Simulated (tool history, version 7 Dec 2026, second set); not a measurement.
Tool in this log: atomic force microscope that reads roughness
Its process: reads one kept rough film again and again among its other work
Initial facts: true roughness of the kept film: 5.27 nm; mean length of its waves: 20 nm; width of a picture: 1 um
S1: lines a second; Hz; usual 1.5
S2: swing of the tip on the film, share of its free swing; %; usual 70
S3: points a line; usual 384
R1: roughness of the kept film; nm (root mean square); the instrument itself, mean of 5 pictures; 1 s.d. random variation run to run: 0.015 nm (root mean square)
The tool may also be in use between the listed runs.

run	hour	S1	S2	S3	R1
1	0.0	1.5	70	384	2.081
# hour 30.7: new tip fitted
2	45.8	1.5	70	384	3.180
3	70.3	1.5	70	384	2.718
4	111.8	1.5	70	384	2.202
# hour 155.0: new tip fitted
5	167.5	1.5	70	384	3.231
6	227.0	1.5	70	384	2.285
# hour 230.8: height scale calibrated on a step standard
7	264.9	1.5	56	384	1.990
# hour 281.6: new tip fitted
8	307.9	1.5	70	351	2.886
9	366.8	1.5	70	351	2.113
# hour 397.0: height scale calibrated on a step standard, once more
10	399.6	1.5	73	384	1.811
# hour 408.2: new tip fitted
11	438.4	1.5	73	384	2.834

For run 12, what comes out?
12	464.7	1.5	59	475	?

{"run 12": {"R1": 2.563}}
On a tool with no hidden condition, and with the same random variation, this run would have come out at R1 3.723 nm (root mean square).

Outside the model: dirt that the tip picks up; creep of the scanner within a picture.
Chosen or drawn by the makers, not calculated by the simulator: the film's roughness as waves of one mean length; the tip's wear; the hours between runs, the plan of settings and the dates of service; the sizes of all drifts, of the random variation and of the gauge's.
